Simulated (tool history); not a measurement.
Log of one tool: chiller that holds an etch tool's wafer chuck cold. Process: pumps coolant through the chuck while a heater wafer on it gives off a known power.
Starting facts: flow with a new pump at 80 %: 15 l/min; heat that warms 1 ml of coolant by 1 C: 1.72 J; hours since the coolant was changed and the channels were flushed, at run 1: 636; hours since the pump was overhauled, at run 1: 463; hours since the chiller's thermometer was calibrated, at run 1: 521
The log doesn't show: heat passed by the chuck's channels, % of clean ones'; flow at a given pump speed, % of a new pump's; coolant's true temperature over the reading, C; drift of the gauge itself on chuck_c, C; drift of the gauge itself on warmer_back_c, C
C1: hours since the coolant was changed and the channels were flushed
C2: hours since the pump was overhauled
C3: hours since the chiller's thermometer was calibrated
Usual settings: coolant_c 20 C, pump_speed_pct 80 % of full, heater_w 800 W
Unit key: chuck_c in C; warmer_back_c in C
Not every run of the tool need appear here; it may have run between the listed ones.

Run 1, hour 0: usual settings; C1 636; C2 463; C3 521. Result: chuck_c 25.1 C, warmer_back_c 1.874 C.
Run 2, hour 24.1: usual settings; C1 660; C2 487; C3 545. Result: chuck_c 25.3 C, warmer_back_c 1.879 C.
Run 3, hour 45.1: usual settings; C1 681; C2 508; C3 566. Result: chuck_c 25.4 C, warmer_back_c 1.885 C.
Run 4, hour 74.3: usual settings; C1 710; C2 537; C3 595. Result: chuck_c 25.3 C, warmer_back_c 1.868 C.
Run 5, hour 114.2: usual settings but heater_w 1078 W; C1 750; C2 577; C3 635. Result: chuck_c 27.4 C, warmer_back_c 2.55 C.
Run 6, hour 146.8: usual settings but heater_w 1078 W; C1 783; C2 610; C3 667. Result: chuck_c 27 C, warmer_back_c 2.518 C.
Run 7, hour 187.3: usual settings; C1 823; C2 650; C3 708. Result: chuck_c 25.4 C, warmer_back_c 1.877 C.
Run 8, hour 224.6: usual settings; C1 861; C2 687; C3 745. Result: chuck_c 25.5 C, warmer_back_c 1.878 C.
Run 9, hour 259.7: usual settings; C1 896; C2 723; C3 780. Result: chuck_c 25.5 C, warmer_back_c 1.879 C.
Run 10, hour 277.2: usual settings; C1 913; C2 740; C3 798. Result: chuck_c 25.5 C, warmer_back_c 1.884 C.
Run 11, hour 311.9: usual settings but pump_speed_pct 63 % of full; C1 948; C2 775; C3 832. Result: chuck_c 26.2 C, warmer_back_c 2.469 C.
Run 12, hour 345: usual settings but pump_speed_pct 86 % of full; C1 981; C2 808; C3 866. Result: chuck_c 25.2 C, warmer_back_c 1.753 C.
Run 13, hour 385.4: usual settings but coolant_c 27 C; C1 1022; C2 848; C3 906. Result: chuck_c 32.5 C, warmer_back_c 1.893 C.
Run 14, hour 426.6: usual settings but coolant_c 27 C; C1 1063; C2 889; C3 947. Result: chuck_c 32.6 C, warmer_back_c 1.883 C.
Run 15, hour 459.5: usual settings; C1 1096; C2 922; C3 980. Result: chuck_c 25.7 C, warmer_back_c 1.899 C.
Run 16, hour 499.5: usual settings; C1 1136; C2 962; C3 1020. Result: chuck_c 25.6 C, warmer_back_c 1.899 C.
Run 17, hour 518.1: usual settings; C1 1154; C2 981; C3 1039. Result: chuck_c 25.7 C, warmer_back_c 1.891 C.

Run 18, settings as shown, results not yet in. Your forecast:
Run 18, hour 553.9: usual settings; C1 1190; C2 1017; C3 1075. Result: chuck_c ?, warmer_back_c ?.

{"run 18": {"chuck_c": 25.7, "warmer_back_c": 1.881}}
The same run, on a tool lacking any hidden state, would have yielded chuck_c 25 C, warmer_back_c 1.847 C.
